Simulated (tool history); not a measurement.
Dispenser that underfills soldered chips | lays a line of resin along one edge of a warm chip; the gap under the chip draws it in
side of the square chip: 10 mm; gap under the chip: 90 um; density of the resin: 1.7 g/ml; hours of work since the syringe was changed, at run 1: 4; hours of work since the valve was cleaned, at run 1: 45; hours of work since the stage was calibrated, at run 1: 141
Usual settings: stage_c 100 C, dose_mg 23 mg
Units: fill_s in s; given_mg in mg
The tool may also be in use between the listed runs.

| run | hour | stage_c | dose_mg | hours of work since the syringe was changed | hours of work since the valve was cleaned | hours of work since the stage was calibrated | fill_s | given_mg |
|---|---|---|---|---|---|---|---|---|
| 1 | 0 | 100 | 23 | 4 | 45 | 141 | 79 | 22.6 |
|  | 6.7 | new syringe of resin |
| 2 | 8.2 | 100 | 23 | 1 | 50 | 146 | 65.9 | 22.52 |
|  | 13.3 | dispensing valve cleaned and set on the balance |
| 3 | 13.3 | 100 | 23 | 4 | 0 | 148 | 80.6 | 23.04 |
| 4 | 17.7 | 100 | 23 | 6 | 3 | 151 | 100.1 | 22.99 |
|  | 20 | new syringe of resin |
| 5 | 22.3 | 100 | 25.1 | 2 | 6 | 154 | 65.5 | 25.15 |
| 6 | 31.3 | 100 | 23 | 7 | 12 | 160 | 105.9 | 23.02 |
|  | 32.1 | new syringe of resin |
| 7 | 38.7 | 115 | 23 | 4 | 16 | 165 | 50.2 | 22.95 |
| 8 | 42.8 | 115 | 23 | 7 | 19 | 167 | 63.5 | 22.9 |
|  | 44.6 | new syringe of resin |
| 9 | 47.3 | 115 | 23 | 2 | 22 | 170 | 41.5 | 22.84 |
| 10 | 54.7 | 115 | 23 | 7 | 26 | 175 | 61.8 | 22.87 |
|  | 57.1 | new syringe of resin |
| 11 | 60.1 | 112 | 25.5 | 2 | 30 | 178 | 44.8 | 25.22 |

Run 12 comes next. What will it give?
| 12 | 65.1 | 110 | 25.5 | 5 | 33 | 181 | ? | ? |

{"run 12": {"fill_s": 63.5, "given_mg": 25.23}}
Without the tool's hidden state the same run would have given fill_s 42.9 s, given_mg 25.53 mg.
